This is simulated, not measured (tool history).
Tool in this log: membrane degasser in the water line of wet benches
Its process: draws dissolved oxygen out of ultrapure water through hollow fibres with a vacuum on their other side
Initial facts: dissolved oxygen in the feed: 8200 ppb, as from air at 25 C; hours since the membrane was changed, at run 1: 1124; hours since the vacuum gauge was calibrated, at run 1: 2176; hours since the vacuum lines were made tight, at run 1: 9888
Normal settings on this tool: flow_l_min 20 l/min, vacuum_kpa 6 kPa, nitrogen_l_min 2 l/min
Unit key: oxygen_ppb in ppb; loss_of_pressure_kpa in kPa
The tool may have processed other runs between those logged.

| run | hour | flow_l_min | vacuum_kpa | nitrogen_l_min | hours since the membrane was changed | hours since the vacuum gauge was calibrated | hours since the vacuum lines were made tight | oxygen_ppb | loss_of_pressure_kpa |
|---|---|---|---|---|---|---|---|---|---|
| 1 | 0 | 20 | 6 | 2 | 1124 | 2176 | 9888 | 149.3 | 44.87 |
| 2 | 49.2 | 20 | 6 | 2 | 1173 | 2225 | 9938 | 152.1 | 44.66 |
| 3 | 111.2 | 20 | 6 | 2 | 1235 | 2287 | 10000 | 151 | 44.35 |
| 4 | 146.9 | 20 | 6 | 2 | 1271 | 2323 | 10035 | 153.5 | 45.04 |
| 5 | 182.9 | 20 | 6 | 2 | 1307 | 2359 | 10071 | 149.9 | 44.63 |
| 6 | 247.2 | 20 | 11.9 | 2 | 1371 | 2423 | 10136 | 280.9 | 44.89 |
| 7 | 297.2 | 20 | 3.64 | 2 | 1421 | 2473 | 10186 | 95.6 | 44.94 |
| 8 | 351.3 | 26 | 3.64 | 2 | 1475 | 2527 | 10240 | 188.4 | 58.73 |
| 9 | 400.7 | 20 | 10.13 | 2 | 1524 | 2577 | 10289 | 240.9 | 44.57 |
| 10 | 431.3 | 20 | 10.13 | 2 | 1555 | 2607 | 10320 | 244.1 | 44.82 |
| 11 | 501.3 | 20 | 6 | 2 | 1625 | 2677 | 10390 | 154.2 | 44.88 |
| 12 | 540.7 | 20 | 6 | 2 | 1664 | 2717 | 10429 | 151.1 | 44.84 |
| 13 | 591.6 | 20 | 6 | 2 | 1715 | 2768 | 10480 | 151.8 | 44.81 |
| 14 | 627.7 | 20 | 6 | 2 | 1751 | 2804 | 10516 | 152.8 | 44.88 |
| 15 | 662.7 | 20 | 6 | 2 | 1786 | 2839 | 10551 | 151.1 | 44.78 |
| 16 | 712.8 | 20 | 6 | 2 | 1836 | 2889 | 10601 | 150.5 | 44.64 |
| 17 | 774.7 | 22 | 6 | 0.86 | 1898 | 2951 | 10663 | 264.8 | 49.19 |
| 18 | 822.3 | 14 | 6.39 | 0.86 | 1946 | 2998 | 10711 | 147.9 | 31.48 |
| 19 | 878.4 | 14 | 6.39 | 0.86 | 2002 | 3055 | 10767 | 148.6 | 31.09 |
| 20 | 936.5 | 14 | 6.39 | 0.86 | 2060 | 3113 | 10825 | 144.7 | 31.42 |
| 21 | 1002.9 | 24 | 13.79 | 2.78 | 2127 | 3179 | 10891 | 352.2 | 53.46 |
| 22 | 1038.6 | 24 | 13.79 | 2.78 | 2162 | 3215 | 10927 | 357.7 | 54.07 |
| 23 | 1095.4 | 19 | 6.75 | 2.96 | 2219 | 3272 | 10984 | 127.3 | 42.41 |
| 24 | 1136 | 14 | 13.23 | 2.22 | 2260 | 3312 | 11024 | 176.1 | 31.51 |
| 25 | 1177.6 | 15 | 5.29 | 5.89 | 2301 | 3354 | 11066 | 46.8 | 33.7 |
| 26 | 1233.2 | 15 | 5.29 | 5.89 | 2357 | 3409 | 11122 | 46.5 | 33.71 |
| 27 | 1280.3 | 15 | 5.29 | 5.89 | 2404 | 3456 | 11169 | 47.9 | 33.91 |
| 28 | 1339.1 | 14 | 10.93 | 2.96 | 2463 | 3515 | 11227 | 117 | 31.54 |
| 29 | 1369.7 | 14 | 10.93 | 2.96 | 2493 | 3546 | 11258 | 114 | 31.65 |
| 30 | 1424.6 | 20 | 5.44 | 3.15 | 2548 | 3601 | 11313 | 122.5 | 44.82 |
| 31 | 1495.3 | 20 | 7.25 | 2 | 2619 | 3671 | 11384 | 183.9 | 45.34 |
| 32 | 1530.2 | 20 | 7.25 | 2 | 2654 | 3706 | 11419 | 181.3 | 45.04 |

Consider 3 possible next runs. They are alternatives, not a sequence: every one starts from the tool as it was left by run 32. What does each give?
| A | 1576.7 | 20 | 9.51 | 1.34 | 2700 | 3753 | 11465 | ? | ? |
| B | 1576.7 | 15 | 5 | 2 | 2700 | 3753 | 11465 | ? | ? |
| C | 1576.7 | 20 | 11.13 | 2 | 2700 | 3753 | 11465 | ? | ? |

| run | oxygen_ppb | loss_of_pressure_kpa |
|---|---|---|
| A | 297.3 | 44.83 |
| B | 66.6 | 34.2 |
| C | 271.7 | 44.87 |
Stripped of hidden state, with their random variation kept, the same runs would have yielded:
| run | oxygen_ppb | loss_of_pressure_kpa |
|---|---|---|
| A | 288.3 | 44.42 |
| B | 62.4 | 33.89 |
| C | 263.5 | 44.46 |
